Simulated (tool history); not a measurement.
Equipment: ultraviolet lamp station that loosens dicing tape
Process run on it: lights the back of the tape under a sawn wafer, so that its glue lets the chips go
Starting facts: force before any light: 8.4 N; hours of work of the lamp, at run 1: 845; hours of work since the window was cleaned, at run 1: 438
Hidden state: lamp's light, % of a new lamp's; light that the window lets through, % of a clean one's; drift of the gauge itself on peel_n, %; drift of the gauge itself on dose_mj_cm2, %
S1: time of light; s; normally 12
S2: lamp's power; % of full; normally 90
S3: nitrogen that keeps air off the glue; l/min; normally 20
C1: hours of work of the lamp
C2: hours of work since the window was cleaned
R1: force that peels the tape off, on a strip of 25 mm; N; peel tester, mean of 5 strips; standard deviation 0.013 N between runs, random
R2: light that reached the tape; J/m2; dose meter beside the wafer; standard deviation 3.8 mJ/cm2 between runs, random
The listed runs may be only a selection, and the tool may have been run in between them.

run   hour  S1  S2  S3    C1   C2     R1    R2
  1      0  12  90  20   845  438  1.211  4680
  2   38.8  12  90  20   875  468  1.231  4540
  3   73.4  12  90  20   903  495  1.277  4520
     102.2  -- window cleaned of glue's vapour
  4  108.1  12  87  20   930    5  1.509  4030
  5  143.3  12  87  20   957   32  1.607  4000
  6  174.1  12  87  20   981   57  1.658  3950
  7  218.9  12  90  12  1017   92  2.148  4000
  8  255.6  14  78  26  1046  121  1.377  3960
  9  297.9  14  78  26  1079  154  1.382  3970
 10  329.1  14  78  26  1104  179   1.42  3840
     362.2  -- window cleaned of glue's vapour, once more
 11  362.2  14  78  26  1129    0  1.011  4720
 12  392.2  14  78  26  1153   24  1.045  4620
 13  435.2   8  66  14  1187   57  3.827  2220

The same runs without the tool's hidden state, with the same run-to-run variation:
run     R1    R2
  1  0.604  6560
  2  0.601  6480
  3    0.6  6530
  4  0.645  6250
  5  0.666  6310
  6  0.677  6310
  7  0.954  6550
  8  0.479  6590
  9  0.461  6710
 10  0.466  6590
 11  0.474  6660
 12  0.477  6620
 13  2.674  3230
